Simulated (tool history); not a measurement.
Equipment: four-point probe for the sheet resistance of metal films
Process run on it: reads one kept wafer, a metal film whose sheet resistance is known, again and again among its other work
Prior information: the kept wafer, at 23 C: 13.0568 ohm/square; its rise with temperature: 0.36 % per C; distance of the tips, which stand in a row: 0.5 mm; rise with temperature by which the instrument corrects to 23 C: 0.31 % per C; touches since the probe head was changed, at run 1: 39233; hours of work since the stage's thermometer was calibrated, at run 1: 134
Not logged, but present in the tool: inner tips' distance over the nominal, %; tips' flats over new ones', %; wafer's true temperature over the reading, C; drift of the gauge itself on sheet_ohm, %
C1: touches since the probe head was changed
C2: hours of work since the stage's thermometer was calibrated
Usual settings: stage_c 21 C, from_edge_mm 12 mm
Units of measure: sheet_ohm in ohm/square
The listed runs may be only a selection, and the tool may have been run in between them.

{"run": 1, "hour": 0.0, "stage_c": 21, "from_edge_mm": 12, "C1": 39233, "C2": 134, "sheet_ohm": 13.106139}
{"run": 2, "hour": 23.0, "stage_c": 21, "from_edge_mm": 12, "C1": 39903, "C2": 146, "sheet_ohm": 13.108421}
{"run": 3, "hour": 40.1, "stage_c": 21, "from_edge_mm": 12, "C1": 40399, "C2": 154, "sheet_ohm": 13.110554}
{"run": 4, "hour": 64.3, "stage_c": 21, "from_edge_mm": 12, "C1": 41102, "C2": 166, "sheet_ohm": 13.114155}
{"run": 5, "hour": 80.6, "stage_c": 21, "from_edge_mm": 12, "C1": 41578, "C2": 174, "sheet_ohm": 13.11279}
{"run": 6, "hour": 97.2, "stage_c": 21, "from_edge_mm": 17, "C1": 42060, "C2": 182, "sheet_ohm": 13.106799}
{"run": 7, "hour": 115.7, "stage_c": 21, "from_edge_mm": 17, "C1": 42598, "C2": 191, "sheet_ohm": 13.111299}
{"run": 8, "hour": 137.7, "stage_c": 29, "from_edge_mm": 28, "C1": 43237, "C2": 201, "sheet_ohm": 13.158064}
{"run": 9, "hour": 151.7, "stage_c": 26, "from_edge_mm": 16, "C1": 43645, "C2": 208, "sheet_ohm": 13.148979}
{"run": 10, "hour": 170.6, "stage_c": 18, "from_edge_mm": 13, "C1": 44194, "C2": 217, "sheet_ohm": 13.096204}
{"run": 11, "hour": 185.6, "stage_c": 22, "from_edge_mm": 23, "C1": 44631, "C2": 225, "sheet_ohm": 13.118976}

Each row is a separate what-if for the run after 11, all from the same tool condition, not one after another. Results?
{"run": "A", "hour": 203.2, "stage_c": 22, "from_edge_mm": 27, "C1": 45145, "C2": 233, "sheet_ohm": "?"}
{"run": "B", "hour": 203.2, "stage_c": 30, "from_edge_mm": 12, "C1": 45145, "C2": 233, "sheet_ohm": "?"}
{"run": "C", "hour": 203.2, "stage_c": 24, "from_edge_mm": 9, "C1": 45145, "C2": 233, "sheet_ohm": "?"}

run=A sheet_ohm=13.118072
run=B sheet_ohm=13.18218
run=C sheet_ohm=13.147209
With the hidden condition removed and each run's random variation left untouched, the same runs would have given:
run=A sheet_ohm=13.055216
run=B sheet_ohm=13.119087
run=C sheet_ohm=13.084237
